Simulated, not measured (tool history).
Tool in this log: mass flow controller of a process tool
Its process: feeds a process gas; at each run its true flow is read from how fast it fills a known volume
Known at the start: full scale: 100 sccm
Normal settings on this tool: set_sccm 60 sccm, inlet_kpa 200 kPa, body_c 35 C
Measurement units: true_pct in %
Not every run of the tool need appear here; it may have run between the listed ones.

{"run": 1, "hour": 0.0, "set_sccm": 60, "inlet_kpa": 200, "body_c": 35, "true_pct": 98.13}
{"run": 2, "hour": 319.9, "set_sccm": 60, "inlet_kpa": 200, "body_c": 35, "true_pct": 98.32}
{"run": 3, "hour": 746.1, "set_sccm": 60, "inlet_kpa": 200, "body_c": 35, "true_pct": 98.24}
{"run": 4, "hour": 1026.6, "set_sccm": 60, "inlet_kpa": 169, "body_c": 35, "true_pct": 98.21}
{"run": 5, "hour": 1442.1, "set_sccm": 60, "inlet_kpa": 195, "body_c": 35, "true_pct": 98.25}
{"run": 6, "hour": 1817.0, "set_sccm": 60, "inlet_kpa": 200, "body_c": 35, "true_pct": 98.37}
{"run": 7, "hour": 2244.4, "set_sccm": 60, "inlet_kpa": 200, "body_c": 35, "true_pct": 98.28}
{"run": 8, "hour": 2547.1, "set_sccm": 60, "inlet_kpa": 200, "body_c": 35, "true_pct": 98.57}
{"run": 9, "hour": 2914.9, "set_sccm": 60, "inlet_kpa": 200, "body_c": 35, "true_pct": 98.52}
{"run": 10, "hour": 3217.9, "set_sccm": 39, "inlet_kpa": 200, "body_c": 35, "true_pct": 97.43}
{"run": 11, "hour": 3496.9, "set_sccm": 60, "inlet_kpa": 200, "body_c": 35, "true_pct": 98.53}
{"run": 12, "hour": 3838.4, "set_sccm": 60, "inlet_kpa": 200, "body_c": 35, "true_pct": 98.62}
{"run": 13, "hour": 4176.8, "set_sccm": 10, "inlet_kpa": 200, "body_c": 32, "true_pct": 92.65}
{"run": 14, "hour": 4448.8, "set_sccm": 31, "inlet_kpa": 249, "body_c": 35, "true_pct": 97.3}
{"run": 15, "hour": 4646.1, "set_sccm": 16, "inlet_kpa": 148, "body_c": 35, "true_pct": 94.27}
{"run": 16, "hour": 4971.5, "set_sccm": 16, "inlet_kpa": 148, "body_c": 35, "true_pct": 94.29}
{"run": 17, "hour": 5237.5, "set_sccm": 91, "inlet_kpa": 176, "body_c": 29, "true_pct": 100.21}
{"run": 18, "hour": 5629.4, "set_sccm": 26, "inlet_kpa": 215, "body_c": 28, "true_pct": 97.11}
{"run": 19, "hour": 5969.4, "set_sccm": 42, "inlet_kpa": 256, "body_c": 24, "true_pct": 99.15}
{"run": 20, "hour": 6297.3, "set_sccm": 42, "inlet_kpa": 256, "body_c": 24, "true_pct": 99.22}
{"run": 21, "hour": 6483.5, "set_sccm": 42, "inlet_kpa": 256, "body_c": 24, "true_pct": 99.13}
{"run": 22, "hour": 6817.6, "set_sccm": 44, "inlet_kpa": 274, "body_c": 30, "true_pct": 98.83}
{"run": 23, "hour": 7006.9, "set_sccm": 60, "inlet_kpa": 163, "body_c": 35, "true_pct": 98.68}

Consider 5 possible next runs. They are alternatives, not a sequence: every one starts from the tool as it was left by run 23. What does each give?
{"run": "A", "hour": 7342.0, "set_sccm": 43, "inlet_kpa": 193, "body_c": 25, "true_pct": "?"}
{"run": "B", "hour": 7342.0, "set_sccm": 60, "inlet_kpa": 163, "body_c": 36, "true_pct": "?"}
{"run": "C", "hour": 7342.0, "set_sccm": 60, "inlet_kpa": 200, "body_c": 33, "true_pct": "?"}
{"run": "D", "hour": 7342.0, "set_sccm": 11, "inlet_kpa": 233, "body_c": 33, "true_pct": "?"}
{"run": "E", "hour": 7342.0, "set_sccm": 16, "inlet_kpa": 200, "body_c": 35, "true_pct": "?"}

run=A true_pct=98.78
run=B true_pct=98.56
run=C true_pct=99.1
run=D true_pct=91.77
run=E true_pct=94.01
The same runs, with their run-to-run variation unchanged, on a tool lacking any hidden condition would have given:
run=A true_pct=98.35
run=B true_pct=97.58
run=C true_pct=98.13
run=D true_pct=96.92
run=E true_pct=96.82
